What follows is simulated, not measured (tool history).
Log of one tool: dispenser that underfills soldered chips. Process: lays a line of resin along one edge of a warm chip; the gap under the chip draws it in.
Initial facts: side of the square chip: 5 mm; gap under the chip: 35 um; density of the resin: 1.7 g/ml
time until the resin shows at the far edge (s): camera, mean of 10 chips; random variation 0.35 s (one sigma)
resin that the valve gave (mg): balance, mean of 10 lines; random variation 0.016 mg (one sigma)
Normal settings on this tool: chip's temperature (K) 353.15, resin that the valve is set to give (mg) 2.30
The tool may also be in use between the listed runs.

run	hour	chip's temperature (K)	resin that the valve is set to give (mg)	time until the resin shows at the far edge (s)	resin that the valve gave (mg)
1	0.0	353.15	2.30	31.1	2.16
# hour 0.7: new syringe of resin
2	2.5	353.15	2.30	20.2	2.19
3	6.8	353.15	2.30	23.3	2.16
4	9.9	353.15	2.30	26.4	2.16
5	12.0	353.15	2.30	28.6	2.14
# hour 13.6: new syringe of resin
6	16.7	353.15	2.30	20.8	2.17
7	21.6	353.15	2.30	26.1	2.17
# hour 24.5: dispensing valve cleaned and set on the balance
8	26.2	353.15	2.30	29.7	2.30
# hour 27.5: new syringe of resin
9	31.2	353.15	2.30	21.5	2.31
10	33.4	353.15	2.03	23.9	2.02
11	38.4	353.15	2.03	29.0	2.02
# hour 40.8: new syringe of resin
12	41.9	353.15	2.03	20.3	2.01
13	46.4	363.15	2.17	18.1	2.18
14	50.0	350.15	2.19	29.4	2.16
# hour 53.8: new syringe of resin
15	53.9	350.15	2.19	19.4	2.18
16	57.1	350.15	2.19	22.5	2.21
17	59.6	365.15	2.30	16.2	2.25
18	63.8	350.15	2.22	29.5	2.19
# hour 66.9: new syringe of resin
19	69.0	350.15	2.22	22.1	2.17
20	71.1	348.15	2.30	25.5	2.25
21	73.5	341.15	2.30	35.3	2.29
22	76.4	341.15	2.30	39.1	2.24
23	79.2	341.15	2.30	43.5	2.27
# hour 79.9: new syringe of resin
24	84.0	353.15	2.01	21.7	1.97

Below are 5 alternative next runs, each starting from the tool's condition after run 24. Predict each:
A	86.8	342.15	2.50	?	?
B	86.8	342.15	2.19	?	?
C	86.8	350.15	2.13	?	?
D	86.8	351.15	2.30	?	?
E	86.8	363.15	2.37	?	?

run	time until the resin shows at the far edge (s)	resin that the valve gave (mg)
A	33.5	2.45
B	33.4	2.13
C	26.6	2.08
D	25.3	2.24
E	17.9	2.31
With no hidden state in the tool, these same runs would have given:
run	time until the resin shows at the far edge (s)	resin that the valve gave (mg)
A	25.7	2.51
B	25.4	2.18
C	20.3	2.13
D	19.3	2.28
E	13.6	2.36

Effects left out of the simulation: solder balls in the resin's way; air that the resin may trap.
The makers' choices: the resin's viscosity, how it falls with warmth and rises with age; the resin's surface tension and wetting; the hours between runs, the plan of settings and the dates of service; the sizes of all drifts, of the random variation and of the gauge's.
